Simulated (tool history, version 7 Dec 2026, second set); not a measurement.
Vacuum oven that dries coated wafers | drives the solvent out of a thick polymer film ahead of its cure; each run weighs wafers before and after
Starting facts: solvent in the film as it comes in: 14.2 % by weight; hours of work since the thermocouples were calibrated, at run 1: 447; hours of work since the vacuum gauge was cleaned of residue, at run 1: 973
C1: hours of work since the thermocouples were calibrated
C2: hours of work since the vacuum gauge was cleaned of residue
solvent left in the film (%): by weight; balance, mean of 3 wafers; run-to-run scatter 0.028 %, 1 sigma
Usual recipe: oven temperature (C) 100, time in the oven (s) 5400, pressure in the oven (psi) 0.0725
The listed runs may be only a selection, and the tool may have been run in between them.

run 1 hour=0.0 | oven_temperature_(C)=100 time_in_the_oven_(s)=5400 pressure_in_the_oven_(psi)=0.0725 | C1=447 C2=973 | solvent_left_in_the_film_(%)=1.09
run 2 hour=26.4 | oven_temperature_(C)=100 time_in_the_oven_(s)=5400 pressure_in_the_oven_(psi)=0.0725 | C1=465 C2=991 | solvent_left_in_the_film_(%)=1.02
run 3 hour=47.6 | oven_temperature_(C)=100 time_in_the_oven_(s)=5400 pressure_in_the_oven_(psi)=0.0725 | C1=480 C2=1005 | solvent_left_in_the_film_(%)=1.03
run 4 hour=85.3 | oven_temperature_(C)=100 time_in_the_oven_(s)=5400 pressure_in_the_oven_(psi)=0.0725 | C1=506 C2=1031 | solvent_left_in_the_film_(%)=1.06
run 5 hour=119.5 | oven_temperature_(C)=111 time_in_the_oven_(s)=5400 pressure_in_the_oven_(psi)=0.0725 | C1=529 C2=1054 | solvent_left_in_the_film_(%)=0.43
run 6 hour=158.2 | oven_temperature_(C)=111 time_in_the_oven_(s)=5400 pressure_in_the_oven_(psi)=0.0725 | C1=555 C2=1081 | solvent_left_in_the_film_(%)=0.42
run 7 hour=180.0 | oven_temperature_(C)=100 time_in_the_oven_(s)=4380 pressure_in_the_oven_(psi)=0.0725 | C1=570 C2=1096 | solvent_left_in_the_film_(%)=1.57
run 8 hour=227.1 | oven_temperature_(C)=100 time_in_the_oven_(s)=4380 pressure_in_the_oven_(psi)=0.0725 | C1=602 C2=1128 | solvent_left_in_the_film_(%)=1.54
run 9 hour=258.2 | oven_temperature_(C)=100 time_in_the_oven_(s)=4380 pressure_in_the_oven_(psi)=0.0725 | C1=624 C2=1149 | solvent_left_in_the_film_(%)=1.55
run 10 hour=296.5 | oven_temperature_(C)=100 time_in_the_oven_(s)=5460 pressure_in_the_oven_(psi)=0.0725 | C1=650 C2=1175 | solvent_left_in_the_film_(%)=1.08
run 11 hour=326.6 | oven_temperature_(C)=100 time_in_the_oven_(s)=5460 pressure_in_the_oven_(psi)=0.0725 | C1=670 C2=1196 | solvent_left_in_the_film_(%)=1.07
run 12 hour=347.9 | oven_temperature_(C)=97 time_in_the_oven_(s)=5400 pressure_in_the_oven_(psi)=0.0725 | C1=685 C2=1210 | solvent_left_in_the_film_(%)=1.43
run 13 hour=371.3 | oven_temperature_(C)=97 time_in_the_oven_(s)=3180 pressure_in_the_oven_(psi)=0.0725 | C1=701 C2=1226 | solvent_left_in_the_film_(%)=3.11
run 14 hour=412.0 | oven_temperature_(C)=100 time_in_the_oven_(s)=5400 pressure_in_the_oven_(psi)=0.0725 | C1=729 C2=1254 | solvent_left_in_the_film_(%)=1.12
-- hour=439.0 oven's thermocouples calibrated
run 15 hour=452.9 | oven_temperature_(C)=100 time_in_the_oven_(s)=5400 pressure_in_the_oven_(psi)=0.0725 | C1=9 C2=1280 | solvent_left_in_the_film_(%)=1.11
run 16 hour=484.8 | oven_temperature_(C)=100 time_in_the_oven_(s)=5400 pressure_in_the_oven_(psi)=0.0725 | C1=31 C2=1302 | solvent_left_in_the_film_(%)=1.12
run 17 hour=522.8 | oven_temperature_(C)=100 time_in_the_oven_(s)=5400 pressure_in_the_oven_(psi)=0.0725 | C1=57 C2=1328 | solvent_left_in_the_film_(%)=1.09
run 18 hour=559.9 | oven_temperature_(C)=100 time_in_the_oven_(s)=5400 pressure_in_the_oven_(psi)=0.0725 | C1=82 C2=1353 | solvent_left_in_the_film_(%)=1.10
run 19 hour=579.8 | oven_temperature_(C)=100 time_in_the_oven_(s)=5400 pressure_in_the_oven_(psi)=0.0725 | C1=96 C2=1367 | solvent_left_in_the_film_(%)=1.14
run 20 hour=623.4 | oven_temperature_(C)=100 time_in_the_oven_(s)=9060 pressure_in_the_oven_(psi)=0.0725 | C1=126 C2=1397 | solvent_left_in_the_film_(%)=0.66
-- hour=635.3 oven's thermocouples calibrated, once more
run 21 hour=661.3 | oven_temperature_(C)=100 time_in_the_oven_(s)=9060 pressure_in_the_oven_(psi)=0.0725 | C1=18 C2=1421 | solvent_left_in_the_film_(%)=0.65
run 22 hour=686.1 | oven_temperature_(C)=100 time_in_the_oven_(s)=5400 pressure_in_the_oven_(psi)=0.0725 | C1=35 C2=1438 | solvent_left_in_the_film_(%)=1.16
run 23 hour=720.0 | oven_temperature_(C)=98 time_in_the_oven_(s)=6480 pressure_in_the_oven_(psi)=0.0725 | C1=58 C2=1461 | solvent_left_in_the_film_(%)=1.14
run 24 hour=749.4 | oven_temperature_(C)=103 time_in_the_oven_(s)=6300 pressure_in_the_oven_(psi)=0.0980 | C1=78 C2=1481 | solvent_left_in_the_film_(%)=0.84
run 25 hour=793.2 | oven_temperature_(C)=103 time_in_the_oven_(s)=6300 pressure_in_the_oven_(psi)=0.0980 | C1=108 C2=1511 | solvent_left_in_the_film_(%)=0.79
run 26 hour=819.3 | oven_temperature_(C)=101 time_in_the_oven_(s)=5940 pressure_in_the_oven_(psi)=0.2850 | C1=126 C2=1529 | solvent_left_in_the_film_(%)=1.76
run 27 hour=854.7 | oven_temperature_(C)=93 time_in_the_oven_(s)=5940 pressure_in_the_oven_(psi)=0.0872 | C1=150 C2=1553 | solvent_left_in_the_film_(%)=2.05
run 28 hour=896.3 | oven_temperature_(C)=93 time_in_the_oven_(s)=5940 pressure_in_the_oven_(psi)=0.0785 | C1=178 C2=1582 | solvent_left_in_the_film_(%)=1.99
run 29 hour=937.4 | oven_temperature_(C)=93 time_in_the_oven_(s)=9360 pressure_in_the_oven_(psi)=0.1459 | C1=206 C2=1610 | solvent_left_in_the_film_(%)=1.53
run 30 hour=974.1 | oven_temperature_(C)=93 time_in_the_oven_(s)=9360 pressure_in_the_oven_(psi)=0.1459 | C1=231 C2=1635 | solvent_left_in_the_film_(%)=1.52
run 31 hour=1006.4 | oven_temperature_(C)=106 time_in_the_oven_(s)=4920 pressure_in_the_oven_(psi)=0.0497 | C1=253 C2=1657 | solvent_left_in_the_film_(%)=0.74
run 32 hour=1046.0 | oven_temperature_(C)=92 time_in_the_oven_(s)=3120 pressure_in_the_oven_(psi)=0.1063 | C1=280 C2=1684 | solvent_left_in_the_film_(%)=4.60
run 33 hour=1085.5 | oven_temperature_(C)=100 time_in_the_oven_(s)=4740 pressure_in_the_oven_(psi)=0.0725 | C1=307 C2=1711 | solvent_left_in_the_film_(%)=1.47
run 34 hour=1106.3 | oven_temperature_(C)=100 time_in_the_oven_(s)=2820 pressure_in_the_oven_(psi)=0.1130 | C1=321 C2=1725 | solvent_left_in_the_film_(%)=3.14
run 35 hour=1145.6 | oven_temperature_(C)=100 time_in_the_oven_(s)=2820 pressure_in_the_oven_(psi)=0.1130 | C1=348 C2=1752 | solvent_left_in_the_film_(%)=3.14
run 36 hour=1187.8 | oven_temperature_(C)=91 time_in_the_oven_(s)=6840 pressure_in_the_oven_(psi)=0.0651 | C1=377 C2=1780 | solvent_left_in_the_film_(%)=1.98
run 37 hour=1207.5 | oven_temperature_(C)=91 time_in_the_oven_(s)=3240 pressure_in_the_oven_(psi)=0.0483 | C1=390 C2=1794 | solvent_left_in_the_film_(%)=4.47
run 38 hour=1247.7 | oven_temperature_(C)=86 time_in_the_oven_(s)=3240 pressure_in_the_oven_(psi)=0.1362 | C1=418 C2=1821 | solvent_left_in_the_film_(%)=6.04
run 39 hour=1279.9 | oven_temperature_(C)=86 time_in_the_oven_(s)=3240 pressure_in_the_oven_(psi)=0.1362 | C1=440 C2=1843 | solvent_left_in_the_film_(%)=5.97
run 40 hour=1322.5 | oven_temperature_(C)=86 time_in_the_oven_(s)=5400 pressure_in_the_oven_(psi)=0.0392 | C1=469 C2=1872 | solvent_left_in_the_film_(%)=3.64
run 41 hour=1346.7 | oven_temperature_(C)=92 time_in_the_oven_(s)=6720 pressure_in_the_oven_(psi)=0.1075 | C1=485 C2=1889 | solvent_left_in_the_film_(%)=2.06
run 42 hour=1383.9 | oven_temperature_(C)=100 time_in_the_oven_(s)=4140 pressure_in_the_oven_(psi)=0.0725 | C1=511 C2=1914 | solvent_left_in_the_film_(%)=1.83
run 43 hour=1413.4 | oven_temperature_(C)=87 time_in_the_oven_(s)=4140 pressure_in_the_oven_(psi)=0.0725 | C1=531 C2=1934 | solvent_left_in_the_film_(%)=4.57

Below, some changes in solvent left in the film (%) between adjacent runs. For each, the amount present without the hidden state too (settings, incoming material, random variation) and the amount remaining for the hidden state with gauge scatter not shared by both compared results:
Hidden state present: true wafer temperature over the reading, C; true pressure over the reading, kPa; drift of the gauge itself on solvent_pct, %.
Run 30 -> 31: oven temperature (C) 93 -> 106, time in the oven (s) 9360 -> 4920, pressure in the oven (psi) 0.1459 -> 0.0497. solvent left in the film (%) -0.78: hidden state -0.16, all else -0.62.
Run 31 -> 32: oven temperature (C) 106 -> 92, time in the oven (s) 4920 -> 3120, pressure in the oven (psi) 0.0497 -> 0.1063. solvent left in the film (%) +3.86: hidden state +0.09, all else +3.77.
Run 32 -> 33: oven temperature (C) 92 -> 100, time in the oven (s) 3120 -> 4740, pressure in the oven (psi) 0.1063 -> 0.0725. solvent left in the film (%) -3.13: hidden state -0.02, all else -3.11.
Run 35 -> 36: oven temperature (C) 100 -> 91, time in the oven (s) 2820 -> 6840, pressure in the oven (psi) 0.1130 -> 0.0651. solvent left in the film (%) -1.16: hidden state +0.16, all else -1.32.
Run 41 -> 42: oven temperature (C) 92 -> 100, time in the oven (s) 6720 -> 4140, pressure in the oven (psi) 0.1075 -> 0.0725. solvent left in the film (%) -0.23: hidden state -0.12, all else -0.11.
Run 42 -> 43: oven temperature (C) 100 -> 87. solvent left in the film (%) +2.74: hidden state +0.09, all else +2.65.

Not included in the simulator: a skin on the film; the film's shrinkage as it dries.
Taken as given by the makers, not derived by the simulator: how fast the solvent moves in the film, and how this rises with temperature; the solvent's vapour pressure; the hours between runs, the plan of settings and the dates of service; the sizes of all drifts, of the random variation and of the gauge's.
